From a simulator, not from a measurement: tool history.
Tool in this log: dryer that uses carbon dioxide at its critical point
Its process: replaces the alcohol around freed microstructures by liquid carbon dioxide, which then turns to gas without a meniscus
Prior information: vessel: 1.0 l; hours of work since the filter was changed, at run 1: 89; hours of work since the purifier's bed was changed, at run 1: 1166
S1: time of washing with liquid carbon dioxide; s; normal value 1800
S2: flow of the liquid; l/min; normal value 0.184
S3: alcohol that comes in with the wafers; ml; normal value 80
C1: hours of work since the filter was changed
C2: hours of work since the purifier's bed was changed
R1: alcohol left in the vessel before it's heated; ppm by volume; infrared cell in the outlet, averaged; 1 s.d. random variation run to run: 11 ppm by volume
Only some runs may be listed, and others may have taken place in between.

run	hour	S1	S2	S3	C1	C2	R1
1	0.0	1800	0.184	80	89	1166	947
2	44.1	1800	0.184	80	120	1196	1017
# hour 64.6: purifier's bed changed
3	69.7	1800	0.184	80	135	3	823
4	92.3	1800	0.184	80	151	19	842
5	113.5	1800	0.184	80	165	34	835
6	157.3	1800	0.237	80	195	64	252
7	193.6	1800	0.184	80	220	88	886
8	214.8	1260	0.184	80	234	103	3489
9	258.5	1260	0.184	80	264	133	3540
10	286.4	1260	0.184	80	284	152	3669
11	308.2	1260	0.184	80	298	167	3698
12	337.7	1800	0.184	80	319	187	1055
13	378.3	1800	0.184	80	347	215	1034
14	424.2	1800	0.221	21	378	246	164
15	444.4	1380	0.142	21	392	260	1756
16	471.8	1380	0.142	21	411	279	1747
# hour 510.2: inlet filter changed
17	512.0	1380	0.142	21	1	306	1333
18	538.8	1380	0.184	51	20	324	1401
19	564.7	1140	0.196	51	37	342	2183
20	609.1	1260	0.289	80	68	372	515
21	654.9	1260	0.289	80	99	404	532
22	675.4	1200	0.192	75	113	418	3113
23	697.5	1800	0.223	116	128	433	496
24	740.5	1800	0.223	107	158	462	486
25	768.7	1200	0.197	107	177	482	4241

How would selected steps in R1 from run to run divide? Give the signed amount a tool lacking its hidden state would still show from settings, what came in and random variation, and the signed amount left for the hidden state, including any gauge scatter that is not in both of the compared results.
Hidden conditions of the tool in this case: flow that reaches the vessel past the clogged filter, %; alcohol in the recycled carbon dioxide, ppm; drift of the gauge itself on alcohol_ppm, %.
Run 11 -> 12: S1 1260 -> 1800. R1 -2643 ppm by volume: hidden state -475, all else -2168.
Run 24 -> 25: S1 1800 -> 1200, S2 0.223 -> 0.197. R1 +3755 ppm by volume: hidden state +473, all else +3282.

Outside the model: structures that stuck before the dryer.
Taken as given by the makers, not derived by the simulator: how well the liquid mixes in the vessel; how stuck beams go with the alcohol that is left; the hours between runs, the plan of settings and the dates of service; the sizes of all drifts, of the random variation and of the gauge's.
